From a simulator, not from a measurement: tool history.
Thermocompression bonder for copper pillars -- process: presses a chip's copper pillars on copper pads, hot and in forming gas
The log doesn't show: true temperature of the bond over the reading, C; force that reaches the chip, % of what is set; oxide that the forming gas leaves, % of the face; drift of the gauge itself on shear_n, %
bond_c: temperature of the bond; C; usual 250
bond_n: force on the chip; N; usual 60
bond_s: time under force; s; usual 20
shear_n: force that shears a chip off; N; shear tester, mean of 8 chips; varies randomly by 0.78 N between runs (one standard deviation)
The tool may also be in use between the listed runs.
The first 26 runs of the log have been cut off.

run   hour  bond_c  bond_n  bond_s  hours of work since the heater was calibrated  hours of work since the force cell was calibrated  hours of work since the gas filter was changed  shear_n
 27  451.8     222      50      11                                             43                                                614                                             168     35.6
     465.1  -- forming gas filter changed
 28  473.9     222      83      11                                             60                                                631                                               7     51.8
 29  486.7     268      39      29                                             70                                                640                                              17     87.8
     499.7  -- heater calibrated with a thermocouple chip, once more
 30    508     259      68      37                                              6                                                655                                              32     89.1
 31  530.8     257      47      38                                             24                                                673                                              49     74.1
 32    544     274      50      38                                             34                                                683                                              59     91.6
 33  562.1     241      57      14                                             48                                                697                                              73     45.4
 34  575.5     250      74      15                                             59                                                707                                              84     61.8
 35  598.7     250      74      15                                             76                                                725                                             102     61.9
 36  617.9     270      60      20                                             91                                                740                                             116       77
 37    638     270      60      20                                            107                                                756                                             132     76.5
 38  651.3     270      60      20                                            117                                                766                                             142     76.1
 39  661.9     270      62      43                                            125                                                774                                             150     95.1

Branching from run 39: 5 alternative next runs. What would each branch give?
  A  680.6     274      83      17                                            140                                                789                                             165        ?
  B  680.6     232      60      20                                            140                                                789                                             165        ?
  C  680.6     278      62      23                                            140                                                789                                             165        ?
  D  680.6     250      81      22                                            140                                                789                                             165        ?
  E  680.6     246      62      43                                            140                                                789                                             165        ?

run  shear_n
  A     87.2
  B     46.6
  C       86
  D     70.6
  E     74.2
Take away the tool's hidden state, keep each run's random variation, and the runs would have read:
run  shear_n
  A     95.4
  B     50.5
  C     94.2
  D     76.9
  E     80.8

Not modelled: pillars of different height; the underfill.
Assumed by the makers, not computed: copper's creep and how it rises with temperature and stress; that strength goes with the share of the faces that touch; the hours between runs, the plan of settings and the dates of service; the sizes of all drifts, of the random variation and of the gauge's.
